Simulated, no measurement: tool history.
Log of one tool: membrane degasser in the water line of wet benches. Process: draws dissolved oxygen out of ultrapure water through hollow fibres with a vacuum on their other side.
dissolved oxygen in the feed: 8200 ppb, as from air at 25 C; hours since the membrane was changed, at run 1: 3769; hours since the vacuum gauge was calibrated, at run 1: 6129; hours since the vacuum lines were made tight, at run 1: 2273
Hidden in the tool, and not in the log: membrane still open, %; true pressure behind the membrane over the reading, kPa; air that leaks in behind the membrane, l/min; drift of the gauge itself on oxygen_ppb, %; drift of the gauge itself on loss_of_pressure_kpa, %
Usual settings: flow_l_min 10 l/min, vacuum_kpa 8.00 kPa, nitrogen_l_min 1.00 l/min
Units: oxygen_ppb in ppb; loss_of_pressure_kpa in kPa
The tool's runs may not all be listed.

run    hour  flow_l_min  vacuum_kpa  nitrogen_l_min  hours since the membrane was changed  hours since the vacuum gauge was calibrated  hours since the vacuum lines were made tight  oxygen_ppb  loss_of_pressure_kpa
  1     0.0          10        8.00            1.00                                  3769                                         6129                                          2273       121.1                 68.86
  2    80.7          10        8.00            1.00                                  3849                                         6209                                          2353       119.9                 69.60
  3   183.4          10        8.00            1.00                                  3952                                         6312                                          2456       120.1                 69.20
  4   269.3          10        8.00            1.00                                  4038                                         6398                                          2542       119.8                 68.91
  5   353.1          10        9.40            1.00                                  4122                                         6482                                          2626       155.3                 69.29
  6   401.2          10        8.00            2.35                                  4170                                         6530                                          2674        53.9                 69.42
  7   450.0          10        8.00            2.35                                  4219                                         6579                                          2723        54.7                 68.83
  8   555.2          10        8.00            2.35                                  4324                                         6684                                          2828        53.6                 69.08
  9   621.3          10        8.00            1.00                                  4390                                         6750                                          2894       122.2                 68.94
 10   682.6          10        8.00            1.00                                  4451                                         6811                                          2955       120.1                 68.92
 11   755.9          10        8.00            1.45                                  4525                                         6884                                          3029        85.2                 68.89
 12   828.0          10        8.00            1.45                                  4597                                         6957                                          3101        86.6                 69.45
 13   893.4          10        8.00            1.45                                  4662                                         7022                                          3166        85.0                 69.06
 14  1009.2          10        5.08            1.00                                  4778                                         7138                                          3282        53.0                 69.42
 15  1098.2          10        5.08            1.00                                  4867                                         7227                                          3371        52.7                 68.78
 16  1166.4          10        5.08            1.00                                  4935                                         7295                                          3439        52.3                 69.06
 17  1219.4          10        8.00            1.34                                  4988                                         7348                                          3492        92.9                 69.09
 18  1293.7          11       19.05            1.87                                  5062                                         7422                                          3567       228.8                 76.17
 19  1384.3          10        8.02            0.59                                  5153                                         7513                                          3657       194.7                 69.64
 20  1471.6          13        8.00            1.00                                  5240                                         7600                                          3744       159.4                 90.34
 21  1552.2          13        8.00            1.00                                  5321                                         7681                                          3825       161.3                 90.28
 22  1669.2          10       10.23            0.56                                  5438                                         7798                                          3942       291.5                 69.47
 23  1724.0          12        6.23            2.41                                  5493                                         7853                                          3997        45.6                 83.60
 24  1808.6          10        6.41            1.00                                  5577                                         7937                                          4081        85.8                 70.00
 25  1925.6          10        6.41            1.00                                  5694                                         8054                                          4198        84.5                 69.52
 26  1991.0          10        6.41            1.00                                  5760                                         8120                                          4264        83.9                 69.47
 27  2066.0          10        8.00            2.37                                  5835                                         8195                                          4339        55.7                 69.38
 28  2116.2          10       13.09            1.52                                  5885                                         8245                                          4389       161.9                 69.81
 29  2177.1          13       14.71            0.79                                  5946                                         8306                                          4450       438.8                 90.32
 30  2226.8          13       14.71            0.79                                  5995                                         8355                                          4500       429.9                 89.95
 31  2311.0          13       14.71            0.79                                  6080                                         8440                                          4584       435.6                 89.85

4 ways to go on from here, each from the tool as it stands after run 31. What would each give?
  A  2404.2          10        8.00            1.53                                  6173                                         8533                                          4677           ?                     ?
  B  2404.2           9       12.68            1.15                                  6173                                         8533                                          4677           ?                     ?
  C  2404.2          10        8.44            1.50                                  6173                                         8533                                          4677           ?                     ?
  D  2404.2           9       14.71            0.74                                  6173                                         8533                                          4677           ?                     ?

run  oxygen_ppb  loss_of_pressure_kpa
  A        84.3                 69.76
  B       181.6                 62.17
  C        91.0                 69.42
  D       328.0                 62.02
Without the tool's hidden state the same runs would have given:
run  oxygen_ppb  loss_of_pressure_kpa
  A        78.5                 68.28
  B       173.9                 60.84
  C        85.2                 67.93
  D       316.4                 60.70
